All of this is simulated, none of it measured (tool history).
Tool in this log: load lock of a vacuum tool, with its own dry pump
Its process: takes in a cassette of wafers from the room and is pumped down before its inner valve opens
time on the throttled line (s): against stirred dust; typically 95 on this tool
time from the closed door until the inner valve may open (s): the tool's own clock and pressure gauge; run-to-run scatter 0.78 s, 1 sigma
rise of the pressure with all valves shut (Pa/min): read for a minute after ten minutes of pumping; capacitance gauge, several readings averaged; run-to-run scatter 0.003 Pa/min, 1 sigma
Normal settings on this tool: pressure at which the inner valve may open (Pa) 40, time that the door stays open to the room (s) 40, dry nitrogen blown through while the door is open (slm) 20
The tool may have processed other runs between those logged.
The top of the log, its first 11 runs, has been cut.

run,day,time on the throttled line (s),pressure at which the inner valve may open (Pa),time that the door stays open to the room (s),dry nitrogen blown through while the door is open (slm),hours that the pump has run since its overhaul,times that the door has closed on its seal,"incoming humidity of the room's air, %",time from the closed door until the inner valve may open (s),rise of the pressure with all valves shut (Pa/min)
12,90.738,95,40,47,20,10946,20225,42.0,177.6,0.289
13,100.804,95,40,47,20,11187,20959,47.0,179.5,0.305
14,110.833,69,40,40,20,11428,21691,43.7,157.8,0.321
15,120.529,69,40,40,20,11660,22398,46.7,157.8,0.334
16,126.996,95,40,40,20,11816,22870,48.1,178.4,0.347
17,137.667,95,40,40,20,12072,23649,45.3,179.8,0.364
18,147.504,95,40,40,20,12308,24367,43.7,180.6,0.391
19,158.454,144,40,109,20,12571,25166,47.8,218.0,0.432
20,168.021,144,40,109,20,12800,25864,43.4,218.6,0.438
21,176.575,144,40,109,20,13006,26488,45.6,219.8,0.463
22,182.796,144,40,109,20,13155,26942,47.3,218.5,0.483
# day 187.104: door's seal changed, seat wiped
23,187.612,144,40,109,20,13269,37,41.5,218.1,0.045
24,198.033,108,40,195,20,13519,797,46.0,189.3,0.074
25,209.396,81,56,97,7,13792,1626,45.7,163.2,0.070
26,220.962,95,43,40,20,14069,2470,47.0,178.1,0.038
27,229.775,95,43,40,20,14281,3113,45.0,180.0,0.037
28,236.229,95,66,44,10,14436,3584,45.6,173.5,0.051
29,244.238,95,66,44,10,14628,4168,45.1,174.1,0.056
30,250.025,84,58,95,7,14767,4590,45.7,168.1,0.085
31,258.408,129,62,36,7,14968,5202,44.5,201.5,0.066
32,263.433,121,40,180,20,15089,5569,45.7,201.6,0.104
33,272.129,121,40,180,20,15297,6203,42.5,201.1,0.110
34,281.883,121,40,180,20,15532,6915,45.0,201.8,0.117
35,290.442,121,40,118,20,15737,7539,44.5,200.9,0.111
36,298.529,95,41,40,41,15931,8130,47.2,181.2,0.082

Here are 5 independent what-if runs from the current tool condition. What would each one return?
A,303.292,85,30,38,41,16045,8477,45.6,?,?
B,303.292,95,41,40,6,16045,8477,45.3,?,?
C,303.292,95,41,181,41,16045,8477,50.0,?,?
D,303.292,95,40,189,20,16045,8477,46.8,?,?
E,303.292,95,76,60,5,16045,8477,41.4,?,?

run,time from the closed door until the inner valve may open (s),rise of the pressure with all valves shut (Pa/min)
A,178.3,0.087
B,178.8,0.101
C,179.9,0.125
D,179.0,0.140
E,172.5,0.110
The same runs, with their run-to-run variation unchanged, on a tool lacking any hidden condition would have given:
run,time from the closed door until the inner valve may open (s),rise of the pressure with all valves shut (Pa/min)
A,170.3,0.019
B,171.5,0.031
C,172.6,0.057
D,171.6,0.072
E,165.9,0.041

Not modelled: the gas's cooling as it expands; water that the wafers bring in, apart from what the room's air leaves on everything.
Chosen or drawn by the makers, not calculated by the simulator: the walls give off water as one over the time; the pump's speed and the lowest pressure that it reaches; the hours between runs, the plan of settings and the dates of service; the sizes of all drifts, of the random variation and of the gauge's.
